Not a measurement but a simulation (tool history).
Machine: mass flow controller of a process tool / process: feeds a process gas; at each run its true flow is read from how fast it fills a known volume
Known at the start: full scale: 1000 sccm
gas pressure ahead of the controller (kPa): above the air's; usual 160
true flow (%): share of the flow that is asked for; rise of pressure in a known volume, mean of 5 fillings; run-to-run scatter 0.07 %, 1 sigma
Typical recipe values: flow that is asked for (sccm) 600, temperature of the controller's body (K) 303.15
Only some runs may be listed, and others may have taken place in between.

run,hour,flow that is asked for (sccm),gas pressure ahead of the controller (kPa),temperature of the controller's body (K),true flow (%)
1,0.0,600,160,303.15,94.77
2,71.0,375,160,303.15,93.60
3,115.9,375,160,303.15,93.48
4,179.4,600,160,303.15,94.43
5,213.9,600,160,303.15,94.56
6,288.9,600,160,303.15,94.58
7,349.0,600,160,303.15,94.46
8,407.3,600,160,303.15,94.48
9,449.8,600,166,303.15,94.40
10,515.6,600,166,303.15,94.25
11,556.8,600,166,303.15,94.41
# hour 563.8: controller's zero set anew
12,631.8,600,235,303.15,94.42
# hour 672.4: controller's zero set anew, once more
13,683.8,600,160,303.15,95.53
14,748.9,965,231,303.15,96.17
15,805.0,709,224,311.15,95.59
16,871.6,709,224,311.15,95.56
17,920.9,169,174,310.15,94.51
18,986.7,367,160,296.15,95.16
19,1032.7,600,268,303.15,95.62
20,1091.5,600,268,311.15,95.47
21,1154.3,596,267,301.15,95.62
22,1226.4,600,141,312.15,94.83
23,1267.7,154,160,303.15,94.27
24,1301.8,154,165,303.15,94.20
25,1340.0,554,204,296.15,95.45
26,1383.9,554,204,310.15,94.95

Consider 5 possible next runs. They are alternatives, not a sequence: every one starts from the tool as it was left by run 26. What does each give?
A,1445.7,265,160,303.15,?
B,1445.7,115,261,303.15,?
C,1445.7,600,185,303.15,?
D,1445.7,955,271,304.15,?
E,1445.7,483,156,299.15,?

run,true flow (%)
A,94.41
B,94.01
C,95.04
D,95.83
E,94.98
Without the tool's hidden state the same runs would have given:
run,true flow (%)
A,98.66
B,98.67
C,99.12
D,99.86
E,99.09
